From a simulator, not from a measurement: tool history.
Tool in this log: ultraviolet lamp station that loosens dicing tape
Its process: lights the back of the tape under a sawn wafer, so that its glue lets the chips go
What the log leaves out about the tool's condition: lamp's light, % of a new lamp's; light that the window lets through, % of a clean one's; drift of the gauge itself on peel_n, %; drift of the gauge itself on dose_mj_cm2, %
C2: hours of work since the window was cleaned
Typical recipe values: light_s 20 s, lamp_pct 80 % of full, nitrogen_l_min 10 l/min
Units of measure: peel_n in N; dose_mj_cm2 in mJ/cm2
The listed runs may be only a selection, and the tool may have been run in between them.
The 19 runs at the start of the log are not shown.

{"hour": 287.4, "done": "window cleaned of glue's vapour"}
{"run": 20, "hour": 301.1, "light_s": 20, "lamp_pct": 80, "nitrogen_l_min": 10, "hours of work of the lamp": 187, "C2": 7, "peel_n": 0.296, "dose_mj_cm2": 251}
{"run": 21, "hour": 319.2, "light_s": 14, "lamp_pct": 80, "nitrogen_l_min": 4, "hours of work of the lamp": 196, "C2": 16, "peel_n": 1.575, "dose_mj_cm2": 173}
{"run": 22, "hour": 333.5, "light_s": 14, "lamp_pct": 80, "nitrogen_l_min": 4, "hours of work of the lamp": 203, "C2": 23, "peel_n": 1.619, "dose_mj_cm2": 173}
{"run": 23, "hour": 348.9, "light_s": 20, "lamp_pct": 98, "nitrogen_l_min": 10, "hours of work of the lamp": 210, "C2": 31, "peel_n": 0.167, "dose_mj_cm2": 301}
{"run": 24, "hour": 371.3, "light_s": 20, "lamp_pct": 98, "nitrogen_l_min": 10, "hours of work of the lamp": 221, "C2": 42, "peel_n": 0.164, "dose_mj_cm2": 298}
{"run": 25, "hour": 389.7, "light_s": 14, "lamp_pct": 62, "nitrogen_l_min": 10, "hours of work of the lamp": 231, "C2": 51, "peel_n": 1.272, "dose_mj_cm2": 130}
{"run": 26, "hour": 404.9, "light_s": 20, "lamp_pct": 75, "nitrogen_l_min": 10, "hours of work of the lamp": 238, "C2": 58, "peel_n": 0.364, "dose_mj_cm2": 225}
{"run": 27, "hour": 419.0, "light_s": 20, "lamp_pct": 67, "nitrogen_l_min": 19, "hours of work of the lamp": 245, "C2": 65, "peel_n": 0.286, "dose_mj_cm2": 201}
{"run": 28, "hour": 441.8, "light_s": 12, "lamp_pct": 80, "nitrogen_l_min": 10, "hours of work of the lamp": 257, "C2": 77, "peel_n": 1.11, "dose_mj_cm2": 145}
{"run": 29, "hour": 459.7, "light_s": 28, "lamp_pct": 94, "nitrogen_l_min": 4, "hours of work of the lamp": 265, "C2": 86, "peel_n": 0.234, "dose_mj_cm2": 393}

What will run 30 give?
{"run": 30, "hour": 478.2, "light_s": 22, "lamp_pct": 83, "nitrogen_l_min": 11, "hours of work of the lamp": 275, "C2": 95, "peel_n": "?", "dose_mj_cm2": "?"}

{"run 30": {"peel_n": 0.202, "dose_mj_cm2": 271}}
The same run, on a tool lacking any hidden state, would have yielded peel_n 0.16 N, dose_mj_cm2 296 mJ/cm2.

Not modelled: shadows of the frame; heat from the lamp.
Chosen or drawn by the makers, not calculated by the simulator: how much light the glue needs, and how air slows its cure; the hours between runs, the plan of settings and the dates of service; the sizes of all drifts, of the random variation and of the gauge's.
